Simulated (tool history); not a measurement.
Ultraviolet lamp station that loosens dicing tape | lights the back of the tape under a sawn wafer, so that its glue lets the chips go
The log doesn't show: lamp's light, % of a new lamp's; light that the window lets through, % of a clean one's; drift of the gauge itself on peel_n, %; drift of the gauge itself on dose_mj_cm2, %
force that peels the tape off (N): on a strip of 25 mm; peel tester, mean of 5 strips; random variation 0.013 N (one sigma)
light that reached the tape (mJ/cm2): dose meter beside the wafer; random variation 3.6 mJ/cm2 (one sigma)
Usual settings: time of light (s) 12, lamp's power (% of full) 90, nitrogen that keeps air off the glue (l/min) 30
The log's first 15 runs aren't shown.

run	hour	time of light (s)	lamp's power (% of full)	nitrogen that keeps air off the glue (l/min)	hours of work of the lamp	hours of work since the window was cleaned	force that peels the tape off (N)	light that reached the tape (mJ/cm2)
16	366.6	11	77	30	611	237	1.055	469
17	389.8	12	99	30	624	250	0.48	661
18	407	12	99	30	634	260	0.487	657
19	422.4	12	90	30	643	268	0.598	595
20	437.3	14	75	30	651	276	0.64	584
21	468.4	14	75	30	668	294	0.669	577
22	497.5	14	75	30	685	310	0.659	579
23	524.9	9	85	21	700	325	1.699	416
24	546.8	10	71	53	712	338	0.947	388
25	563.2	10	72	21	721	347	1.918	399
26	586.7	17	83	30	734	360	0.322	775
# hour 591.8: window cleaned of glue's vapour
27	618.3	17	100	33	752	15	0.208	944
28	639.1	17	100	33	763	26	0.205	939
29	656.4	19	98	16	773	36	0.303	1012
30	672.9	19	98	16	782	45	0.307	1031
31	699.7	19	98	16	797	60	0.31	1017
32	728.8	19	98	16	814	77	0.307	1011
33	754.9	19	98	16	828	91	0.316	1027
34	779.5	12	82	13	842	105	1.545	538
35	808.5	12	67	31	858	121	1.123	443
36	837.5	12	67	31	874	137	1.149	451
37	855.7	12	67	31	885	148	1.118	444

Forecast run 38:
38	873.5	9	92	30	894	157	?	?

Run 38 gave force that peels the tape off (N) 1.086, light that reached the tape (mJ/cm2) 448.
Without the tool's hidden state the same run would have given force that peels the tape off (N) 1.084, light that reached the tape (mJ/cm2) 449.
